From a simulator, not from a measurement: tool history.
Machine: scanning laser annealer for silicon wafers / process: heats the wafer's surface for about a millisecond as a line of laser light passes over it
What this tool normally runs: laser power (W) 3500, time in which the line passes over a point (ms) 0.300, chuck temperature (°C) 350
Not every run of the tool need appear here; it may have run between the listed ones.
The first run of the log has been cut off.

run,hour,laser power (W),time in which the line passes over a point (ms),chuck temperature (°C),hours of work since the window was cleaned,hours of work since the power meter was calibrated,hours of work since the optics were aligned,highest temperature of the surface (°C)
2,63.0,3500,0.300,350,574,470,232,1107
3,104.3,3500,0.300,350,594,490,252,1107
4,168.5,3500,0.300,350,624,520,282,1103
5,248.0,3500,0.300,350,662,558,320,1102
# hour 315.1: window over the wafer cleaned
6,315.1,3751,0.300,350,0,589,351,1208
7,365.4,3500,0.221,350,24,613,375,1041
8,449.0,3500,0.221,350,63,652,414,1038
9,491.3,3500,0.300,350,84,672,434,1133
10,545.6,3500,0.300,335,109,698,460,1114
11,597.9,3466,0.300,335,134,723,485,1107
12,666.5,3466,0.300,335,167,755,517,1101
13,729.5,3466,0.300,335,196,785,547,1096
14,797.6,3466,0.300,335,229,818,580,1097
15,887.6,3500,0.300,372,271,860,622,1136
16,939.4,3500,0.300,372,296,885,647,1136
17,985.2,3500,0.300,372,318,907,669,1134
18,1027.2,3500,0.300,372,338,926,688,1133
19,1093.9,3500,0.300,372,369,958,720,1127
20,1169.3,3365,0.350,319,405,994,756,1084
21,1249.1,3221,0.285,379,443,1032,794,1040
22,1301.9,3500,0.323,356,468,1057,819,1129
23,1381.2,3002,0.300,311,505,1094,856,926
24,1468.3,3364,0.300,350,547,1136,898,1053

Estimate the outcome of run 25 from the log above:
25,1544.6,3364,0.300,350,583,1172,934,?

{"run 25": {"highest temperature of the surface (°C)": 1051}}
With the hidden condition absent and the run-to-run variation left alone, this run would have shown highest temperature of the surface (°C) 1118.
